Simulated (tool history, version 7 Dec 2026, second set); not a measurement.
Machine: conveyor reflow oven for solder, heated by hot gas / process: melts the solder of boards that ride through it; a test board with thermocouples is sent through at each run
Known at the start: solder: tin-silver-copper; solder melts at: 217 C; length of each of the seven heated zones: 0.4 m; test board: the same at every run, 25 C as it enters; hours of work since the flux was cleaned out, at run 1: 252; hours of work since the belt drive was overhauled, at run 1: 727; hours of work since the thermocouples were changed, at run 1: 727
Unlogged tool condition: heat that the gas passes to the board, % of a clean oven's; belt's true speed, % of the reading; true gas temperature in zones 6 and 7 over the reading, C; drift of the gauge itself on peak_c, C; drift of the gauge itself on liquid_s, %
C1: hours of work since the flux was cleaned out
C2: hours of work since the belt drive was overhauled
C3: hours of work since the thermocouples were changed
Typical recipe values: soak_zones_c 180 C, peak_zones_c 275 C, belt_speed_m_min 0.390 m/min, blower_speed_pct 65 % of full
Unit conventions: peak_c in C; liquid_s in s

Run 1, hour 0.0: usual settings; C1 252; C2 727; C3 727. Result: peak_c 265.5 C, liquid_s 110.7 s.
Run 2, hour 30.1: usual settings but blower_speed_pct 59 % of full; C1 271; C2 746; C3 746. Result: peak_c 264.9 C, liquid_s 109.6 s.
Run 3, hour 49.1: usual settings but blower_speed_pct 59 % of full; C1 283; C2 758; C3 758. Result: peak_c 264.3 C, liquid_s 110.1 s.
Run 4, hour 63.4: usual settings but blower_speed_pct 59 % of full; C1 293; C2 768; C3 768. Result: peak_c 264.3 C, liquid_s 109.4 s.
Run 5, hour 93.7: usual settings but blower_speed_pct 59 % of full; C1 312; C2 787; C3 787. Result: peak_c 264.4 C, liquid_s 109.3 s.
Run 6, hour 119.5: usual settings but blower_speed_pct 59 % of full; C1 329; C2 804; C3 804. Result: peak_c 264.4 C, liquid_s 109.7 s.
Run 7, hour 134.1: usual settings but soak_zones_c 172 C; C1 338; C2 813; C3 813. Result: peak_c 265.1 C, liquid_s 105.7 s.
Run 8, hour 160.6: usual settings; C1 355; C2 830; C3 830. Result: peak_c 265.4 C, liquid_s 110.8 s.
Run 9, hour 176.4: usual settings; C1 365; C2 841; C3 841. Result: peak_c 266.1 C, liquid_s 110.5 s.
Run 10, hour 198.8: usual settings; C1 380; C2 855; C3 855. Result: peak_c 266.0 C, liquid_s 110.5 s.
Run 11, hour 219.9: usual settings but soak_zones_c 179 C; C1 393; C2 869; C3 869. Result: peak_c 265.2 C, liquid_s 110.1 s.
Run 12, hour 236.7: usual settings but peak_zones_c 267 C; C1 404; C2 879; C3 879. Result: peak_c 258.2 C, liquid_s 104.4 s.
Run 13, hour 264.0: usual settings; C1 422; C2 897; C3 897. Result: peak_c 265.7 C, liquid_s 110.5 s.
Run 14, hour 290.3: usual settings but soak_zones_c 194 C; C1 439; C2 914; C3 914. Result: peak_c 267.4 C, liquid_s 120.0 s.
Run 15, hour 304.5: usual settings but soak_zones_c 169 C; C1 448; C2 923; C3 923. Result: peak_c 264.1 C, liquid_s 104.0 s.
Run 16, hour 318.8: usual settings; C1 457; C2 932; C3 932. Result: peak_c 265.5 C, liquid_s 110.7 s.
At hour 336.6: flux residue cleaned out of gas plates and filters.
Run 17, hour 342.4: usual settings but soak_zones_c 185 C, peak_zones_c 287 C, belt_speed_m_min 0.378 m/min, blower_speed_pct 86 % of full; C1 4; C2 944; C3 944. Result: peak_c 281.9 C, liquid_s 127.0 s.
At hour 354.4: thermocouples of zones 6 and 7 changed.
At hour 373.3: belt drive overhauled, speed set with a stopwatch.
Run 18, hour 378.4: usual settings but soak_zones_c 185 C, belt_speed_m_min 0.443 m/min; C1 23; C2 3; C3 13. Result: peak_c 263.0 C, liquid_s 98.0 s.
Run 19, hour 401.1: usual settings but soak_zones_c 190 C, peak_zones_c 269 C, belt_speed_m_min 0.357 m/min, blower_speed_pct 78 % of full; C1 38; C2 18; C3 28. Result: peak_c 263.8 C, liquid_s 126.3 s.
Run 20, hour 415.0: usual settings but soak_zones_c 168 C, peak_zones_c 266 C, belt_speed_m_min 0.402 m/min, blower_speed_pct 67 % of full; C1 47; C2 27; C3 37. Result: peak_c 255.3 C, liquid_s 93.3 s.
Run 21, hour 427.5: usual settings but soak_zones_c 168 C, peak_zones_c 266 C, belt_speed_m_min 0.402 m/min, blower_speed_pct 67 % of full; C1 55; C2 35; C3 45. Result: peak_c 255.3 C, liquid_s 93.1 s.
Run 22, hour 450.5: usual settings but soak_zones_c 187 C, blower_speed_pct 84 % of full; C1 70; C2 50; C3 59. Result: peak_c 268.4 C, liquid_s 117.3 s.
Run 23, hour 476.2: usual settings but soak_zones_c 168 C, belt_speed_m_min 0.323 m/min, blower_speed_pct 84 % of full; C1 86; C2 66; C3 76. Result: peak_c 270.6 C, liquid_s 134.2 s.
Run 24, hour 502.4: usual settings but soak_zones_c 168 C, belt_speed_m_min 0.323 m/min, blower_speed_pct 84 % of full; C1 103; C2 83; C3 93. Result: peak_c 270.3 C, liquid_s 134.5 s.
At hour 510.4: belt drive overhauled, speed set with a stopwatch, once more.
Run 25, hour 526.3: usual settings but soak_zones_c 168 C, belt_speed_m_min 0.323 m/min, blower_speed_pct 84 % of full; C1 116; C2 10; C3 106. Result: peak_c 270.3 C, liquid_s 132.2 s.
Run 26, hour 556.8: usual settings but peak_zones_c 267 C; C1 136; C2 30; C3 126. Result: peak_c 258.0 C, liquid_s 104.2 s.
Run 27, hour 587.6: usual settings but peak_zones_c 282 C, belt_speed_m_min 0.387 m/min, blower_speed_pct 73 % of full; C1 156; C2 50; C3 145. Result: peak_c 273.3 C, liquid_s 116.3 s.
Run 28, hour 617.0: usual settings but peak_zones_c 282 C, belt_speed_m_min 0.387 m/min, blower_speed_pct 73 % of full; C1 175; C2 69; C3 164. Result: peak_c 273.2 C, liquid_s 116.1 s.
Run 29, hour 644.3: usual settings but soak_zones_c 171 C, peak_zones_c 289 C; C1 192; C2 86; C3 182. Result: peak_c 277.7 C, liquid_s 113.3 s.
Run 30, hour 656.7: usual settings but soak_zones_c 170 C, peak_zones_c 271 C, belt_speed_m_min 0.341 m/min, blower_speed_pct 55 % of full; C1 200; C2 94; C3 190. Result: peak_c 262.2 C, liquid_s 117.0 s.
Run 31, hour 678.7: usual settings but belt_speed_m_min 0.452 m/min; C1 214; C2 109; C3 204. Result: peak_c 261.1 C, liquid_s 90.9 s.

How the hidden state differs across the entries between the runs, from the last listed run before each to the first after it:
Run 16 -> run 17: flux residue cleaned out of gas plates and filters (hour 336.6)
  heat that the gas passes to the board, % of a clean oven's: 92.3 -> 99.6; belt's true speed, % of the reading: 99.2 -> 99.19; true gas temperature in zones 6 and 7 over the reading, C: 1.33 -> 1.35
  the result without the hidden state subtracted from the measured one, peak_c: +0.3 -> +1.4 C; liquid_s: +1.0 -> +1.7 s
Run 17 -> run 18: thermocouples of zones 6 and 7 changed (hour 354.4); belt drive overhauled, speed set with a stopwatch (hour 373.3)
  heat that the gas passes to the board, % of a clean oven's: 99.6 -> 99.3; belt's true speed, % of the reading: 99.19 -> 98.94; true gas temperature in zones 6 and 7 over the reading, C: 1.35 -> 0.1
  the result without the hidden state subtracted from the measured one, peak_c: +1.4 -> +0.3 C; liquid_s: +1.7 -> +1.2 s
Run 24 -> run 25: belt drive overhauled, speed set with a stopwatch, once more (hour 510.4)
  heat that the gas passes to the board, % of a clean oven's: 98.1 -> 97.9; belt's true speed, % of the reading: 98.87 -> 99.96; true gas temperature in zones 6 and 7 over the reading, C: 0.24 -> 0.27
  the result without the hidden state subtracted from the measured one, peak_c: +0.2 -> +0.0 C; liquid_s: +1.7 -> -0.1 s
